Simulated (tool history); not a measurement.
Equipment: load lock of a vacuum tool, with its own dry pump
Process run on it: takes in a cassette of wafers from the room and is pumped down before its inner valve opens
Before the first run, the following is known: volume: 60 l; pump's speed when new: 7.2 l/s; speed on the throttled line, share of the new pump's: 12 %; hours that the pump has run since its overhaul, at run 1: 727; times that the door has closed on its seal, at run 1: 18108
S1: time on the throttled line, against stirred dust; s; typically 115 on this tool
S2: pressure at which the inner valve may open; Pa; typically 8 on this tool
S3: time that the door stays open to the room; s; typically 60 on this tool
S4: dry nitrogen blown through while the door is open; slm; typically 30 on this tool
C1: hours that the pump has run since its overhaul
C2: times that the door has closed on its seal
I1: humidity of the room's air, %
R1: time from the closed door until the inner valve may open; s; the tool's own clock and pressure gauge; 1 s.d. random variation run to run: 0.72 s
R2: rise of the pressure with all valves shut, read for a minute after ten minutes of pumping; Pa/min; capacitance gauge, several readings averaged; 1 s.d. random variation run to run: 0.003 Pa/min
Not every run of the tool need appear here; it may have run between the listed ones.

Run 1, hour 0: usual settings; C1 727; C2 18108; I1 42.1. Result: R1 179.1 s, R2 0.105 Pa/min.
Run 2, hour 241.4: usual settings; C1 968; C2 19056; I1 44. Result: R1 181.3 s, R2 0.11 Pa/min.
Run 3, hour 412.3: usual settings; C1 1139; C2 19727; I1 46.2. Result: R1 179.3 s, R2 0.116 Pa/min.
Run 4, hour 567.7: usual settings but S2 9 Pa; C1 1294; C2 20337; I1 45. Result: R1 180.4 s, R2 0.12 Pa/min.
Run 5, hour 709.3: usual settings but S2 9 Pa; C1 1436; C2 20893; I1 42. Result: R1 179.1 s, R2 0.126 Pa/min.
Run 6, hour 932.5: usual settings; C1 1659; C2 21769; I1 43.2. Result: R1 180.2 s, R2 0.126 Pa/min.
Run 7, hour 1153.1: usual settings; C1 1880; C2 22636; I1 48.7. Result: R1 180.4 s, R2 0.143 Pa/min.
Run 8, hour 1297.4: usual settings; C1 2024; C2 23202; I1 44.3. Result: R1 180.2 s, R2 0.143 Pa/min.
Run 9, hour 1483.8: usual settings but S1 85 s; C1 2210; C2 23934; I1 42. Result: R1 154.6 s, R2 0.149 Pa/min.
Run 10, hour 1712.4: usual settings but S1 85 s, S3 161 s, S4 12 slm; C1 2439; C2 24832; I1 42.7. Result: R1 155.5 s, R2 0.174 Pa/min.
Run 11, hour 1925.5: usual settings but S1 107 s, S2 9 Pa, S3 97 s, S4 25 slm; C1 2652; C2 25668; I1 44.4. Result: R1 173.4 s, R2 0.172 Pa/min.
Run 12, hour 2165.5: usual settings but S1 121 s, S2 12 Pa, S3 30 s; C1 2892; C2 26611; I1 48.6. Result: R1 181.8 s, R2 0.17 Pa/min.
Run 13, hour 2434.3: usual settings but S1 121 s, S3 30 s; C1 3161; C2 27666; I1 47.8. Result: R1 186.9 s, R2 0.185 Pa/min.
Run 14, hour 2611: usual settings but S1 121 s, S2 9 Pa, S3 30 s, S4 37 slm; C1 3338; C2 28360; I1 43.4. Result: R1 185.1 s, R2 0.187 Pa/min.
Run 15, hour 2855: usual settings but S1 121 s, S2 9 Pa, S3 30 s, S4 5 slm; C1 3582; C2 29318; I1 44.6. Result: R1 186.7 s, R2 0.209 Pa/min.

Estimate the outcome of run 16 from the log above:
Run 16, hour 3071.5: usual settings but S1 68 s, S2 12 Pa, S3 30 s, S4 5 slm; C1 3798; C2 30168; I1 46. Result: R1 ?, R2 ?.

R1: 137.3 s
R2: 0.212 Pa/min
The same run, on a tool lacking any hidden state, would have yielded R1 136.2 s, R2 0.014 Pa/min.
